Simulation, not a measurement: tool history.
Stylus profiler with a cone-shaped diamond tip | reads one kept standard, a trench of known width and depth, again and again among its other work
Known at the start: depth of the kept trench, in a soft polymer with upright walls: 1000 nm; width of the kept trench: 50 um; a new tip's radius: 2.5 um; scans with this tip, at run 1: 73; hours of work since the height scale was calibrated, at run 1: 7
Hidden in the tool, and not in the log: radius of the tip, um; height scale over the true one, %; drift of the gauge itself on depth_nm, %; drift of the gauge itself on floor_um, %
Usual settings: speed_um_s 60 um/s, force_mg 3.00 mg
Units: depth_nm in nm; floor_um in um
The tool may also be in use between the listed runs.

| run | hour | speed_um_s | force_mg | scans with this tip | hours of work since the height scale was calibrated | depth_nm | floor_um |
|---|---|---|---|---|---|---|---|
| 1 | 0.0 | 60 | 3.00 | 73 | 7 | 1006.11 | 45.84 |
| 2 | 31.6 | 60 | 3.00 | 222 | 20 | 1006.42 | 45.83 |
| 3 | 69.9 | 60 | 3.00 | 404 | 37 | 1006.30 | 45.87 |
| 4 | 86.9 | 60 | 8.46 | 484 | 45 | 1012.38 | 45.87 |
| 5 | 106.9 | 60 | 3.00 | 579 | 53 | 1006.01 | 45.79 |
| 6 | 135.1 | 60 | 3.00 | 713 | 66 | 1006.16 | 45.81 |
| 7 | 157.5 | 225 | 3.00 | 819 | 75 | 1006.20 | 45.47 |
| 8 | 194.6 | 60 | 1.53 | 995 | 91 | 1004.07 | 45.73 |
| 9 | 212.8 | 60 | 1.53 | 1081 | 99 | 1004.04 | 45.71 |
| 10 | 247.9 | 60 | 1.53 | 1247 | 115 | 1004.06 | 45.77 |
| 11 | 283.2 | 60 | 1.53 | 1414 | 130 | 1003.91 | 45.70 |
| 12 | 307.5 | 60 | 1.53 | 1529 | 141 | 1004.06 | 45.70 |
| 13 | 331.5 | 60 | 1.53 | 1643 | 151 | 1003.67 | 45.65 |
| 14 | 358.5 | 60 | 1.53 | 1771 | 163 | 1003.82 | 45.69 |
| 15 | 385.2 | 60 | 1.53 | 1897 | 174 | 1003.94 | 45.71 |
| 16 | 409.6 | 60 | 1.53 | 2012 | 185 | 1003.90 | 45.66 |
| 17 | 431.4 | 60 | 3.52 | 2116 | 195 | 1006.60 | 45.69 |
| 18 | 458.2 | 60 | 3.52 | 2243 | 206 | 1006.65 | 45.72 |
| 19 | 494.9 | 124 | 5.64 | 2416 | 222 | 1009.43 | 45.58 |
| 20 | 528.1 | 33 | 1.36 | 2574 | 237 | 1003.30 | 45.63 |
| 21 | 562.6 | 33 | 1.36 | 2737 | 252 | 1003.15 | 45.66 |
|  | 566.8 | height scale calibrated on a step standard |
| 22 | 596.8 | 60 | 1.11 | 2897 | 13 | 1003.01 | 45.54 |
| 23 | 633.7 | 143 | 3.66 | 3071 | 29 | 1006.94 | 45.42 |
| 24 | 660.5 | 143 | 3.77 | 3198 | 41 | 1006.98 | 45.45 |
|  | 690.8 | height scale calibrated on a step standard, once more |
| 25 | 697.3 | 73 | 7.37 | 3370 | 3 | 1011.22 | 45.57 |
| 26 | 736.1 | 123 | 1.56 | 3554 | 20 | 1004.07 | 45.32 |
| 27 | 767.0 | 123 | 1.56 | 3700 | 33 | 1003.59 | 45.28 |
| 28 | 804.0 | 61 | 2.53 | 3875 | 49 | 1005.07 | 45.50 |
| 29 | 837.0 | 61 | 2.53 | 4032 | 64 | 1005.59 | 45.47 |
| 30 | 873.2 | 109 | 3.65 | 4203 | 79 | 1006.63 | 45.39 |
| 31 | 897.9 | 109 | 3.65 | 4320 | 90 | 1006.68 | 45.43 |
| 32 | 914.8 | 21 | 4.86 | 4400 | 98 | 1008.65 | 45.57 |
| 33 | 943.4 | 91 | 4.94 | 4535 | 110 | 1008.25 | 45.46 |
| 34 | 976.7 | 102 | 8.74 | 4693 | 124 | 1012.25 | 45.42 |
| 35 | 995.0 | 101 | 1.61 | 4780 | 132 | 1003.70 | 45.29 |

4 ways to go on from here, each from the tool as it stands after run 35. What would each give?
| A | 1011.8 | 237 | 3.76 | 4860 | 140 | ? | ? |
| B | 1011.8 | 78 | 5.30 | 4860 | 140 | ? | ? |
| C | 1011.8 | 39 | 3.00 | 4860 | 140 | ? | ? |
| D | 1011.8 | 101 | 3.92 | 4860 | 140 | ? | ? |

| run | depth_nm | floor_um |
|---|---|---|
| A | 1007.01 | 45.11 |
| B | 1008.73 | 45.41 |
| C | 1005.95 | 45.49 |
| D | 1006.91 | 45.38 |
Without the tool's hidden state the same runs would have given:
| run | depth_nm | floor_um |
|---|---|---|
| A | 1007.30 | 45.57 |
| B | 1009.02 | 45.87 |
| C | 1006.24 | 45.95 |
| D | 1007.20 | 45.84 |

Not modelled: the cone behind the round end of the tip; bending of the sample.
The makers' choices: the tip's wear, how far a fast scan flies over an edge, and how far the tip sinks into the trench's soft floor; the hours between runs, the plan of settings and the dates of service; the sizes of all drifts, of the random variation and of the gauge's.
